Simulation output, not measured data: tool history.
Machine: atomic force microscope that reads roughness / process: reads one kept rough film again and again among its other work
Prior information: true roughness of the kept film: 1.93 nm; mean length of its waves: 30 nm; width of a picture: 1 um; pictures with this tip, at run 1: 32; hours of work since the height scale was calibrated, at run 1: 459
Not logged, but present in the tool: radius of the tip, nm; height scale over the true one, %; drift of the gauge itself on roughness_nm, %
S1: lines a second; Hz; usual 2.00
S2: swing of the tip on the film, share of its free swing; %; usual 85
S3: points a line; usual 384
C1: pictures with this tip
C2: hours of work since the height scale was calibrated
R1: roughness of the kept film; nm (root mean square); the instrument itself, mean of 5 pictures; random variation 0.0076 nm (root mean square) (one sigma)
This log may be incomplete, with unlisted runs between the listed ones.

| run | hour | S1 | S2 | S3 | C1 | C2 | R1 |
|---|---|---|---|---|---|---|---|
| 1 | 0.0 | 2.00 | 85 | 384 | 32 | 459 | 1.465 |
|  | 27.7 | new tip fitted |
| 2 | 37.1 | 2.00 | 85 | 384 | 17 | 480 | 1.532 |
| 3 | 54.0 | 2.00 | 85 | 384 | 46 | 489 | 1.382 |
|  | 74.1 | new tip fitted |
| 4 | 81.3 | 2.00 | 85 | 384 | 12 | 504 | 1.541 |
| 5 | 99.7 | 2.00 | 85 | 384 | 44 | 514 | 1.399 |
|  | 120.6 | new tip fitted |
| 6 | 121.6 | 2.00 | 85 | 384 | 1 | 526 | 1.600 |
| 7 | 155.0 | 2.00 | 85 | 384 | 59 | 545 | 1.342 |
|  | 166.0 | new tip fitted |
| 8 | 183.8 | 2.00 | 85 | 447 | 31 | 561 | 1.460 |
|  | 210.0 | new tip fitted |
| 9 | 221.1 | 2.00 | 85 | 447 | 19 | 582 | 1.520 |
| 10 | 238.2 | 2.00 | 85 | 447 | 49 | 591 | 1.407 |
|  | 254.8 | new tip fitted |
| 11 | 273.1 | 2.00 | 85 | 447 | 31 | 610 | 1.451 |
|  | 301.7 | new tip fitted |
| 12 | 305.7 | 2.00 | 85 | 447 | 7 | 628 | 1.596 |
| 13 | 326.2 | 2.00 | 85 | 447 | 43 | 640 | 1.416 |
|  | 347.3 | new tip fitted |
| 14 | 350.2 | 2.00 | 85 | 439 | 5 | 653 | 1.588 |
| 15 | 379.5 | 2.00 | 85 | 439 | 56 | 669 | 1.369 |
|  | 382.4 | height scale calibrated on a step standard |
|  | 393.5 | new tip fitted |
| 16 | 417.7 | 2.00 | 85 | 439 | 42 | 20 | 1.415 |
|  | 438.7 | new tip fitted |
| 17 | 439.2 | 2.00 | 59 | 384 | 1 | 31 | 1.686 |
| 18 | 461.3 | 2.00 | 74 | 267 | 40 | 44 | 1.462 |
| 19 | 478.6 | 0.88 | 85 | 965 | 70 | 53 | 1.373 |
|  | 484.8 | new tip fitted |
| 20 | 511.2 | 2.48 | 74 | 965 | 46 | 71 | 1.429 |
|  | 529.2 | new tip fitted |
|  | 538.0 | height scale calibrated on a step standard, once more |
| 21 | 547.6 | 2.01 | 74 | 457 | 30 | 5 | 1.538 |
| 22 | 566.0 | 2.46 | 85 | 765 | 62 | 16 | 1.327 |
|  | 575.5 | new tip fitted |
| 23 | 594.0 | 0.62 | 71 | 366 | 32 | 31 | 1.575 |
|  | 619.6 | new tip fitted |
| 24 | 619.6 | 1.13 | 71 | 366 | 0 | 45 | 1.701 |
| 25 | 647.5 | 1.13 | 71 | 366 | 48 | 61 | 1.483 |
|  | 666.1 | new tip fitted |
| 26 | 687.1 | 1.13 | 71 | 366 | 36 | 83 | 1.531 |
| 27 | 705.5 | 1.13 | 71 | 331 | 68 | 93 | 1.383 |
|  | 711.3 | new tip fitted |
| 28 | 726.1 | 0.98 | 71 | 292 | 26 | 104 | 1.553 |
| 29 | 751.7 | 1.21 | 85 | 287 | 70 | 119 | 1.317 |
|  | 757.2 | new tip fitted |
| 30 | 773.6 | 2.00 | 85 | 609 | 28 | 131 | 1.490 |

Hidden state at the last listed run before each entry between runs and at the first one after, where it differs:
From run 1 to run 2: new tip fitted (hour 27.7)
  radius of the tip, nm: 23.8 -> 18.4; height scale over the true one, %: -0.37 -> -0.38
  measured minus no-state result, R1: -0.164 -> -0.107 nm (root mean square)
From run 3 to run 4: new tip fitted (hour 74.1)
  radius of the tip, nm: 31.2 -> 16.9; height scale over the true one, %: -0.39 -> -0.4
  measured minus no-state result, R1: -0.235 -> -0.089 nm (root mean square)
From run 5 to run 6: new tip fitted (hour 120.6)
  radius of the tip, nm: 30.6 -> 11.6; height scale over the true one, %: -0.41 -> -0.42
  measured minus no-state result, R1: -0.231 -> -0.028 nm (root mean square)
From run 7 to run 8: new tip fitted (hour 166.0)
  radius of the tip, nm: 36.1 -> 24.1; height scale over the true one, %: -0.43 -> -0.44
  measured minus no-state result, R1: -0.281 -> -0.168 nm (root mean square)
From run 8 to run 9: new tip fitted (hour 210.0)
  radius of the tip, nm: 24.1 -> 19.1; height scale over the true one, %: -0.44 -> -0.46
  measured minus no-state result, R1: -0.168 -> -0.114 nm (root mean square)
From run 10 to run 11: new tip fitted (hour 254.8)
  radius of the tip, nm: 30.8 -> 25.6; height scale over the true one, %: -0.47 -> -0.48
  measured minus no-state result, R1: -0.236 -> -0.184 nm (root mean square)
From run 11 to run 12: new tip fitted (hour 301.7)
  radius of the tip, nm: 25.6 -> 13.1; height scale over the true one, %: -0.48 -> -0.49
  measured minus no-state result, R1: -0.184 -> -0.046 nm (root mean square)
From run 13 to run 14: new tip fitted (hour 347.3)
  radius of the tip, nm: 29.6 -> 12.7; height scale over the true one, %: -0.5 -> -0.51
  measured minus no-state result, R1: -0.223 -> -0.042 nm (root mean square)
From run 15 to run 16: height scale calibrated on a step standard (hour 382.4); new tip fitted (hour 393.5)
  radius of the tip, nm: 33.4 -> 28.2; height scale over the true one, %: -0.52 -> -0.82
  measured minus no-state result, R1: -0.260 -> -0.214 nm (root mean square)
From run 16 to run 17: new tip fitted (hour 438.7)
  radius of the tip, nm: 28.2 -> 10.7; height scale over the true one, %: -0.82 -> -0.83
  measured minus no-state result, R1: -0.214 -> -0.024 nm (root mean square)
From run 19 to run 20: new tip fitted (hour 484.8)
  radius of the tip, nm: 39.9 -> 30; height scale over the true one, %: -0.85 -> -0.86
  measured minus no-state result, R1: -0.334 -> -0.239 nm (root mean square)
From run 20 to run 21: new tip fitted (hour 529.2); height scale calibrated on a step standard, once more (hour 538.0)
  radius of the tip, nm: 30 -> 22; height scale over the true one, %: -0.86 -> 0.07
  measured minus no-state result, R1: -0.239 -> -0.143 nm (root mean square)
From run 22 to run 23: new tip fitted (hour 575.5)
  radius of the tip, nm: 36.3 -> 24.1; height scale over the true one, %: 0.06 -> 0.05
  measured minus no-state result, R1: -0.272 -> -0.172 nm (root mean square)
From run 23 to run 24: new tip fitted (hour 619.6)
  radius of the tip, nm: 24.1 -> 10.1; height scale over the true one, %: 0.05 -> 0.04
  measured minus no-state result, R1: -0.172 -> -0.001 nm (root mean square)
From run 25 to run 26: new tip fitted (hour 666.1)
  radius of the tip, nm: 30.4 -> 26; height scale over the true one, %: 0.03 -> 0.01
  measured minus no-state result, R1: -0.236 -> -0.191 nm (root mean square)
From run 27 to run 28: new tip fitted (hour 711.3)
  radius of the tip, nm: 41.3 -> 24.3; height scale over the true one, %: 0.01 -> 0
  measured minus no-state result, R1: -0.337 -> -0.173 nm (root mean square)
From run 29 to run 30: new tip fitted (hour 757.2)
  radius of the tip, nm: 44.3 -> 22.9; height scale over the true one, %: -0.01 -> -0.02
  measured minus no-state result, R1: -0.354 -> -0.150 nm (root mean square)
